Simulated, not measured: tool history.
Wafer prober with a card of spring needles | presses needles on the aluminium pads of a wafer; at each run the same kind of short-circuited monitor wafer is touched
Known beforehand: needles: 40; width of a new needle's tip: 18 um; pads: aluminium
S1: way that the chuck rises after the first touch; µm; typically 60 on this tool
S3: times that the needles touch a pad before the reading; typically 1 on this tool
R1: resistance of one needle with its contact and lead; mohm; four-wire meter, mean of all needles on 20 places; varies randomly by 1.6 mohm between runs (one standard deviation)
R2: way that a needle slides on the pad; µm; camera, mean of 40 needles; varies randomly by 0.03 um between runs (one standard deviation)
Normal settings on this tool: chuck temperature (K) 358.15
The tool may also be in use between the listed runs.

Run 1, hour 0.0: usual settings. Result: R1 215 mohm, R2 8.45 µm.
At hour 0.5: tips cleaned on abrasive film.
Run 2, hour 3.8: usual settings. Result: R1 200 mohm, R2 8.44 µm.
At hour 5.8: tips cleaned on abrasive film.
At hour 11.2: tips cleaned on abrasive film.
Run 3, hour 11.6: usual settings. Result: R1 164 mohm, R2 8.36 µm.
At hour 16.3: tips cleaned on abrasive film.
Run 4, hour 17.4: usual settings. Result: R1 179 mohm, R2 8.40 µm.
At hour 22.1: tips cleaned on abrasive film.
Run 5, hour 25.9: usual settings. Result: R1 209 mohm, R2 8.42 µm.
At hour 27.8: tips cleaned on abrasive film.
Run 6, hour 30.6: usual settings but S1 63 µm. Result: R1 191 mohm, R2 8.85 µm.
At hour 33.4: tips cleaned on abrasive film.
Run 7, hour 35.3: usual settings. Result: R1 188 mohm, R2 8.46 µm.
At hour 38.7: tips cleaned on abrasive film.
At hour 44.3: tips cleaned on abrasive film.
Run 8, hour 44.6: usual settings. Result: R1 161 mohm, R2 8.37 µm.
At hour 49.9: tips cleaned on abrasive film.
Run 9, hour 50.0: usual settings but S1 72 µm, S3 2. Result: R1 149 mohm, R2 10.09 µm.
At hour 55.3: tips cleaned on abrasive film.
Run 10, hour 56.3: usual settings but S1 48 µm, chuck temperature (K) 364.15, S3 3. Result: R1 169 mohm, R2 6.67 µm.
At hour 60.4: tips cleaned on abrasive film.
Run 11, hour 61.7: usual settings but S1 51 µm, chuck temperature (K) 364.15, S3 2. Result: R1 179 mohm, R2 7.07 µm.
At hour 65.9: tips cleaned on abrasive film.
Run 12, hour 66.1: usual settings but S1 51 µm, chuck temperature (K) 364.15, S3 2. Result: R1 162 mohm, R2 7.06 µm.
At hour 71.3: tips cleaned on abrasive film.
Run 13, hour 74.7: usual settings but S1 51 µm, chuck temperature (K) 364.15, S3 2. Result: R1 204 mohm, R2 7.05 µm.

Each run again, without the hidden state but with its own random variation kept:
What the log doesn't record here: debris on the tips, nm; way that the needles fall short of the set height, um; tips' diameter, um; drift of the gauge itself on contact_mohm, %; drift of the gauge itself on scrub_um, %.
run   R1     R2
  1  149   8.59
  2  150   8.58
  3  152   8.52
  4  154   8.56
  5  149   8.58
  6  149   9.02
  7  153   8.64
  8  149   8.56
  9  145  10.28
 10  157   6.87
 11  158   7.27
 12  156   7.27
 13  157   7.27
